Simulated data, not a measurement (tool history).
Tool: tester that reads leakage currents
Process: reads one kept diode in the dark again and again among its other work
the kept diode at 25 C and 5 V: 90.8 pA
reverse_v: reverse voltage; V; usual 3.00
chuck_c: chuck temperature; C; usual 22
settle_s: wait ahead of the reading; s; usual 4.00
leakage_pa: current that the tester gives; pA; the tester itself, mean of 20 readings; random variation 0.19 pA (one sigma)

run 1 hour=0.0 | reverse_v=3.00 chuck_c=22 settle_s=4.00 | leakage_pa=61.75
run 2 hour=28.7 | reverse_v=3.00 chuck_c=22 settle_s=8.65 | leakage_pa=61.82
run 3 hour=45.6 | reverse_v=3.00 chuck_c=22 settle_s=8.65 | leakage_pa=61.56
run 4 hour=76.2 | reverse_v=3.00 chuck_c=22 settle_s=8.65 | leakage_pa=61.80
run 5 hour=107.0 | reverse_v=3.00 chuck_c=22 settle_s=8.65 | leakage_pa=62.00
run 6 hour=136.4 | reverse_v=3.00 chuck_c=33 settle_s=4.00 | leakage_pa=141.69
run 7 hour=152.9 | reverse_v=3.00 chuck_c=22 settle_s=4.00 | leakage_pa=62.15
run 8 hour=172.2 | reverse_v=3.00 chuck_c=22 settle_s=4.00 | leakage_pa=62.12
run 9 hour=190.1 | reverse_v=3.00 chuck_c=22 settle_s=4.00 | leakage_pa=61.64
run 10 hour=225.5 | reverse_v=3.00 chuck_c=22 settle_s=4.00 | leakage_pa=62.01
run 11 hour=252.1 | reverse_v=3.00 chuck_c=22 settle_s=4.00 | leakage_pa=61.63
run 12 hour=269.2 | reverse_v=3.00 chuck_c=22 settle_s=4.00 | leakage_pa=62.17
run 13 hour=303.3 | reverse_v=3.00 chuck_c=22 settle_s=4.00 | leakage_pa=61.84
run 14 hour=335.5 | reverse_v=3.00 chuck_c=22 settle_s=4.00 | leakage_pa=61.78
run 15 hour=357.0 | reverse_v=3.00 chuck_c=22 settle_s=1.40 | leakage_pa=62.26
run 16 hour=388.2 | reverse_v=3.00 chuck_c=22 settle_s=0.58 | leakage_pa=62.89
run 17 hour=415.8 | reverse_v=3.00 chuck_c=22 settle_s=0.58 | leakage_pa=62.24
run 18 hour=440.4 | reverse_v=3.00 chuck_c=22 settle_s=0.58 | leakage_pa=62.86
run 19 hour=472.7 | reverse_v=3.00 chuck_c=22 settle_s=0.58 | leakage_pa=62.96
run 20 hour=490.2 | reverse_v=3.00 chuck_c=30 settle_s=4.00 | leakage_pa=113.21
run 21 hour=511.5 | reverse_v=11.91 chuck_c=22 settle_s=4.00 | leakage_pa=94.14
run 22 hour=543.0 | reverse_v=3.00 chuck_c=57 settle_s=4.00 | leakage_pa=709.69
run 23 hour=568.1 | reverse_v=15.06 chuck_c=54 settle_s=4.00 | leakage_pa=951.04
run 24 hour=603.8 | reverse_v=3.00 chuck_c=27 settle_s=4.00 | leakage_pa=91.37
run 25 hour=624.0 | reverse_v=2.49 chuck_c=22 settle_s=4.00 | leakage_pa=58.28
run 26 hour=657.3 | reverse_v=7.28 chuck_c=22 settle_s=4.00 | leakage_pa=81.00
run 27 hour=674.3 | reverse_v=7.28 chuck_c=22 settle_s=4.00 | leakage_pa=81.23
run 28 hour=705.1 | reverse_v=3.00 chuck_c=22 settle_s=0.75 | leakage_pa=62.33
run 29 hour=739.9 | reverse_v=3.00 chuck_c=22 settle_s=9.57 | leakage_pa=61.53
run 30 hour=763.7 | reverse_v=3.00 chuck_c=25 settle_s=1.21 | leakage_pa=78.35
run 31 hour=786.6 | reverse_v=5.73 chuck_c=39 settle_s=4.00 | leakage_pa=263.64
run 32 hour=807.8 | reverse_v=5.73 chuck_c=39 settle_s=1.19 | leakage_pa=262.64
run 33 hour=832.5 | reverse_v=9.20 chuck_c=56 settle_s=1.24 | leakage_pa=929.85
run 34 hour=853.1 | reverse_v=1.09 chuck_c=56 settle_s=1.24 | leakage_pa=488.65
run 35 hour=877.8 | reverse_v=1.09 chuck_c=56 settle_s=1.24 | leakage_pa=492.14
run 36 hour=904.9 | reverse_v=1.09 chuck_c=56 settle_s=1.24 | leakage_pa=488.58
run 37 hour=936.9 | reverse_v=1.09 chuck_c=56 settle_s=1.24 | leakage_pa=489.62
run 38 hour=954.0 | reverse_v=1.37 chuck_c=22 settle_s=3.04 | leakage_pa=48.77
run 39 hour=982.2 | reverse_v=1.37 chuck_c=22 settle_s=3.04 | leakage_pa=48.90
run 40 hour=1007.9 | reverse_v=1.37 chuck_c=22 settle_s=3.04 | leakage_pa=49.09

Not shown: 1 entry that the log had between the listed runs. Between which runs, and how does the tool's hidden state differ before and after?
Between runs 13 and 14: chuck's temperature calibrated (hour 307.2)
  stray current of the dirty probe card, pA a volt: 0.023 -> 0.024; true chuck temperature over the reading, C: -0.01 -> 0
